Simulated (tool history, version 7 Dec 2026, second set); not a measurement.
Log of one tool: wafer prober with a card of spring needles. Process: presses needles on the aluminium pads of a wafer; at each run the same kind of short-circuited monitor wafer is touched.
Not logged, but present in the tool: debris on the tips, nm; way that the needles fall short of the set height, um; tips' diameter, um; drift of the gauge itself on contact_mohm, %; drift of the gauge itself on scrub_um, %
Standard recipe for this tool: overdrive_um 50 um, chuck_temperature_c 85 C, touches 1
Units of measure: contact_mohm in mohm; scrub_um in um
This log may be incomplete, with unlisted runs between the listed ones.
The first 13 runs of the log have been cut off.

run,day,overdrive_um,chuck_temperature_c,touches,touches since the tips were cleaned,cleanings since the card got new needles,touches since the first contact's height was set,contact_mohm,scrub_um
# day 7.517: tips cleaned on abrasive film
14,7.704,50,85,3,2169,39,10729,293,10.43
15,8.196,50,85,3,7818,39,16378,409,10.48
# day 8.300: tips cleaned on abrasive film
16,8.517,50,85,1,2493,40,20013,534,10.37
# day 9.104: tips cleaned on abrasive film
17,9.162,50,85,1,672,41,27405,353,10.39
# day 9.496: height of the first contact set anew, once more
18,9.754,48,85,2,7310,41,2961,570,10.20
# day 9.908: tips cleaned on abrasive film
19,10.283,50,55,1,4342,42,9013,675,10.57
# day 10.688: tips cleaned on abrasive film
20,10.938,62,29,1,2852,43,16465,447,13.10
# day 11.488: tips cleaned on abrasive film
21,11.538,50,44,1,586,44,23332,297,10.51
22,11.904,36,42,1,4787,44,27533,1130,7.58
# day 12.308: tips cleaned on abrasive film
23,12.558,61,124,2,2883,45,35022,335,12.83
# day 13.112: tips cleaned on abrasive film
24,13.208,67,70,1,1090,46,42459,271,14.10
25,13.858,59,32,2,8571,46,49940,472,12.39
# day 13.929: tips cleaned on abrasive film
26,14.571,50,78,1,7396,47,58065,800,10.52
# day 14.712: tips cleaned on abrasive film
27,15.125,34,107,1,4733,48,64387,1274,7.13
# day 15.496: tips cleaned on abrasive film
28,15.508,34,49,1,137,49,68735,314,7.09
29,15.925,34,49,1,4961,49,73559,1345,7.03
# day 16.271: tips cleaned on abrasive film
30,16.667,50,27,2,4595,50,82053,514,10.45
# day 17.067: tips cleaned on abrasive film
31,17.379,50,36,1,3584,51,90158,632,10.41
# day 17.892: tips cleaned on abrasive film
32,18.058,68,35,1,1875,52,97919,348,14.18
# day 18.688: tips cleaned on abrasive film
33,18.746,68,35,3,668,53,105801,191,14.26

Forecast each of these 5 alternatives for the next run:
A,19.333,45,112,1,7418,53,112551,?,?
B,19.333,63,27,1,7418,53,112551,?,?
C,19.333,50,65,1,7418,53,112551,?,?
D,19.333,31,56,1,7418,53,112551,?,?
E,19.333,46,35,3,7418,53,112551,?,?

run,contact_mohm,scrub_um
A,916,9.34
B,608,13.14
C,809,10.36
D,1836,6.41
E,456,9.56
Take away the tool's hidden state, keep each run's random variation, and the runs would have read:
run,contact_mohm,scrub_um
A,189,9.53
B,162,13.33
C,173,10.55
D,194,6.60
E,172,9.75

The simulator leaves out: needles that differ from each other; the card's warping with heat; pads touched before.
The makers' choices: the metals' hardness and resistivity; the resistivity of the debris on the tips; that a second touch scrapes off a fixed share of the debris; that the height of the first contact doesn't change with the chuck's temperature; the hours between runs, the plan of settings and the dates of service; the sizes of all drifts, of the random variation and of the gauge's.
